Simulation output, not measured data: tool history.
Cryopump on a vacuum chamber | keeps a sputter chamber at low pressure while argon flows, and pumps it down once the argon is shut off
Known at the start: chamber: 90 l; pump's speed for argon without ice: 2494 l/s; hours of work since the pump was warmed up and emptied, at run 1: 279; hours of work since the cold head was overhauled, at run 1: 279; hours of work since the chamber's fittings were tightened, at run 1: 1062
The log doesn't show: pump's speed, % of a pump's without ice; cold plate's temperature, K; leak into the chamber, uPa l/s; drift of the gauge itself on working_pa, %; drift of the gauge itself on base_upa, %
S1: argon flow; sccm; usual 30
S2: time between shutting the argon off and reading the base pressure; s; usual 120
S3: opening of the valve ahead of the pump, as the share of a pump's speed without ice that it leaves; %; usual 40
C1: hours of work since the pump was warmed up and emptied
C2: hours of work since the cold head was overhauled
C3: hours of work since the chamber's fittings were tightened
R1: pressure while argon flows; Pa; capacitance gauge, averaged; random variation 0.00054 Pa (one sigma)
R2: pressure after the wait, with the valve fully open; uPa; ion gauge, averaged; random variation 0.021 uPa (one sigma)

Run 1, hour 0.0: usual settings; C1 279; C2 279; C3 1062. Result: R1 0.0545 Pa, R2 1.20 uPa.
Run 2, hour 19.2: usual settings; C1 291; C2 291; C3 1074. Result: R1 0.0541 Pa, R2 1.16 uPa.
Run 3, hour 31.6: usual settings; C1 298; C2 298; C3 1082. Result: R1 0.0542 Pa, R2 1.21 uPa.
Run 4, hour 43.4: usual settings; C1 306; C2 306; C3 1089. Result: R1 0.0560 Pa, R2 1.19 uPa.
Run 5, hour 55.4: usual settings; C1 313; C2 313; C3 1097. Result: R1 0.0547 Pa, R2 1.18 uPa.
Run 6, hour 66.0: usual settings but S2 113 s; C1 320; C2 320; C3 1103. Result: R1 0.0545 Pa, R2 1.14 uPa.
Run 7, hour 82.0: usual settings but S1 36 sccm; C1 330; C2 330; C3 1113. Result: R1 0.0663 Pa, R2 1.17 uPa.
Run 8, hour 98.8: usual settings but S1 36 sccm, S2 83 s; C1 340; C2 340; C3 1124. Result: R1 0.0666 Pa, R2 1.32 uPa.
Run 9, hour 113.8: usual settings but S1 36 sccm, S2 81 s; C1 349; C2 349; C3 1133. Result: R1 0.0666 Pa, R2 1.35 uPa.
Run 10, hour 124.6: usual settings; C1 356; C2 356; C3 1140. Result: R1 0.0554 Pa, R2 1.24 uPa.
Run 11, hour 141.9: usual settings but S1 25 sccm, S2 20 s, S3 60 %; C1 367; C2 367; C3 1150. Result: R1 0.0330 Pa, R2 2.31 uPa.
Run 12, hour 160.2: usual settings but S1 44 sccm, S3 54 %; C1 378; C2 378; C3 1162. Result: R1 0.0626 Pa, R2 1.27 uPa.
Run 13, hour 177.8: usual settings but S1 18 sccm, S2 246 s, S3 58 %; C1 389; C2 389; C3 1173. Result: R1 0.0244 Pa, R2 1.16 uPa.
Run 14, hour 190.6: usual settings but S1 18 sccm, S2 50 s, S3 36 %; C1 397; C2 397; C3 1181. Result: R1 0.0376 Pa, R2 1.60 uPa.
Run 15, hour 199.3: usual settings but S1 18 sccm, S2 84 s, S3 38 %; C1 402; C2 402; C3 1186. Result: R1 0.0351 Pa, R2 1.37 uPa.
Run 16, hour 215.4: usual settings but S2 66 s; C1 412; C2 412; C3 1196. Result: R1 0.0557 Pa, R2 1.48 uPa.
Run 17, hour 230.5: usual settings but S1 34 sccm, S2 24 s, S3 57 %; C1 422; C2 422; C3 1205. Result: R1 0.0477 Pa, R2 2.15 uPa.

Run 18 comes next. What will it give?
Run 18, hour 240.2: usual settings but S1 38 sccm, S3 27 %; C1 428; C2 428; C3 1211. Result: R1 ?, R2 ?.

Run 18 gave R1 0.1020 Pa, R2 1.39 uPa.
Without the tool's hidden state the same run would have given R1 0.0947 Pa, R2 0.35 uPa.
